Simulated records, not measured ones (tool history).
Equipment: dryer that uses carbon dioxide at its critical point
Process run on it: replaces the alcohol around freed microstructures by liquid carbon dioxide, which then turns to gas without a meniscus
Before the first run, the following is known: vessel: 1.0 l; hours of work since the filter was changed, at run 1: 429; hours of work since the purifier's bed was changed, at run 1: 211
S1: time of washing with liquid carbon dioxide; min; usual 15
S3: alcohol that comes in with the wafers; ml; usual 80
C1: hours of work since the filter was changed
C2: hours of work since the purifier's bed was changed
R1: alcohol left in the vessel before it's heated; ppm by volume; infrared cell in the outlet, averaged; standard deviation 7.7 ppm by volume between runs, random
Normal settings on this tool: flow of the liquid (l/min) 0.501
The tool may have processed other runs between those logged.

run 1 day=0 | S1=15 flow_of_the_liquid_(l/min)=0.501 S3=80 | C1=429 C2=211 | R1=593
run 2 day=0.362 | S1=15 flow_of_the_liquid_(l/min)=0.604 S3=80 | C1=432 C2=215 | R1=226
run 3 day=0.833 | S1=15 flow_of_the_liquid_(l/min)=0.604 S3=80 | C1=437 C2=219 | R1=228
run 4 day=1.258 | S1=15 flow_of_the_liquid_(l/min)=0.604 S3=80 | C1=441 C2=223 | R1=216
run 5 day=1.796 | S1=15 flow_of_the_liquid_(l/min)=0.604 S3=80 | C1=447 C2=229 | R1=228
run 6 day=2.104 | S1=15 flow_of_the_liquid_(l/min)=0.604 S3=80 | C1=450 C2=232 | R1=243
run 7 day=2.575 | S1=15 flow_of_the_liquid_(l/min)=0.604 S3=80 | C1=454 C2=236 | R1=217
run 8 day=2.9 | S1=15 flow_of_the_liquid_(l/min)=0.501 S3=80 | C1=458 C2=240 | R1=597
run 9 day=3.221 | S1=15 flow_of_the_liquid_(l/min)=0.501 S3=80 | C1=461 C2=243 | R1=613
run 10 day=3.625 | S1=15 flow_of_the_liquid_(l/min)=0.501 S3=55 | C1=465 C2=247 | R1=415
run 11 day=3.979 | S1=15 flow_of_the_liquid_(l/min)=0.501 S3=55 | C1=468 C2=250 | R1=441
run 12 day=4.512 | S1=21 flow_of_the_liquid_(l/min)=0.501 S3=80 | C1=473 C2=256 | R1=108
run 13 day=5.25 | S1=21 flow_of_the_liquid_(l/min)=0.501 S3=80 | C1=481 C2=263 | R1=111
run 14 day=5.671 | S1=15 flow_of_the_liquid_(l/min)=0.83 S3=80 | C1=485 C2=267 | R1=49
run 15 day=6.254 | S1=15 flow_of_the_liquid_(l/min)=0.427 S3=80 | C1=491 C2=273 | R1=1283
run 16 day=6.917 | S1=15 flow_of_the_liquid_(l/min)=0.501 S3=80 | C1=497 C2=279 | R1=631
run 17 day=7.292 | S1=15 flow_of_the_liquid_(l/min)=0.336 S3=80 | C1=501 C2=283 | R1=3164
run 18 day=7.983 | S1=22 flow_of_the_liquid_(l/min)=0.501 S3=80 | C1=508 C2=290 | R1=89
run 19 day=8.596 | S1=22 flow_of_the_liquid_(l/min)=0.501 S3=80 | C1=514 C2=296 | R1=89
run 20 day=9.175 | S1=22 flow_of_the_liquid_(l/min)=0.501 S3=80 | C1=520 C2=302 | R1=88
run 21 day=9.75 | S1=22 flow_of_the_liquid_(l/min)=0.501 S3=80 | C1=525 C2=307 | R1=85
run 22 day=10.088 | S1=22 flow_of_the_liquid_(l/min)=0.501 S3=80 | C1=529 C2=311 | R1=100
run 23 day=10.517 | S1=22 flow_of_the_liquid_(l/min)=0.501 S3=80 | C1=533 C2=315 | R1=94
run 24 day=10.958 | S1=15 flow_of_the_liquid_(l/min)=0.501 S3=80 | C1=537 C2=319 | R1=676
run 25 day=11.479 | S1=12 flow_of_the_liquid_(l/min)=0.781 S3=29 | C1=542 C2=325 | R1=96
run 26 day=11.871 | S1=11 flow_of_the_liquid_(l/min)=0.345 S3=80 | C1=546 C2=328 | R1=7120
run 27 day=12.221 | S1=11 flow_of_the_liquid_(l/min)=0.448 S3=29 | C1=550 C2=332 | R1=1265
-- day=12.812 inlet filter changed
run 28 day=12.812 | S1=15 flow_of_the_liquid_(l/min)=0.415 S3=115 | C1=0 C2=337 | R1=1446
run 29 day=13.338 | S1=17 flow_of_the_liquid_(l/min)=0.852 S3=22 | C1=5 C2=343 | R1=33
run 30 day=13.642 | S1=17 flow_of_the_liquid_(l/min)=0.852 S3=22 | C1=8 C2=346 | R1=34
run 31 day=14.375 | S1=17 flow_of_the_liquid_(l/min)=0.852 S3=22 | C1=15 C2=353 | R1=43
run 32 day=14.742 | S1=10 flow_of_the_liquid_(l/min)=0.333 S3=74 | C1=19 C2=356 | R1=7304
run 33 day=15.279 | S1=12 flow_of_the_liquid_(l/min)=0.501 S3=50 | C1=24 C2=362 | R1=751
run 34 day=15.775 | S1=12 flow_of_the_liquid_(l/min)=0.501 S3=50 | C1=29 C2=367 | R1=745
run 35 day=16.471 | S1=12 flow_of_the_liquid_(l/min)=0.501 S3=37 | C1=36 C2=374 | R1=557
run 36 day=16.829 | S1=11 flow_of_the_liquid_(l/min)=0.844 S3=24 | C1=40 C2=377 | R1=65
run 37 day=17.396 | S1=16 flow_of_the_liquid_(l/min)=0.835 S3=24 | C1=45 C2=383 | R1=30
run 38 day=17.75 | S1=16 flow_of_the_liquid_(l/min)=0.835 S3=24 | C1=49 C2=386 | R1=37
run 39 day=18.308 | S1=16 flow_of_the_liquid_(l/min)=0.835 S3=24 | C1=54 C2=392 | R1=35
run 40 day=18.704 | S1=21 flow_of_the_liquid_(l/min)=0.381 S3=42 | C1=58 C2=396 | R1=201
run 41 day=19.362 | S1=10 flow_of_the_liquid_(l/min)=0.546 S3=68 | C1=65 C2=402 | R1=1443
run 42 day=19.746 | S1=10 flow_of_the_liquid_(l/min)=0.546 S3=68 | C1=69 C2=406 | R1=1454
run 43 day=20.433 | S1=12 flow_of_the_liquid_(l/min)=0.622 S3=23 | C1=75 C2=413 | R1=155
run 44 day=20.921 | S1=15 flow_of_the_liquid_(l/min)=0.517 S3=43 | C1=80 C2=418 | R1=229

Forecast run 45:
run 45 day=21.462 | S1=23 flow_of_the_liquid_(l/min)=0.741 S3=102 | C1=86 C2=423 | R1=?

R1: 37 ppm by volume
With the hidden condition absent and the run-to-run variation left alone, this run would have shown R1 8 ppm by volume.
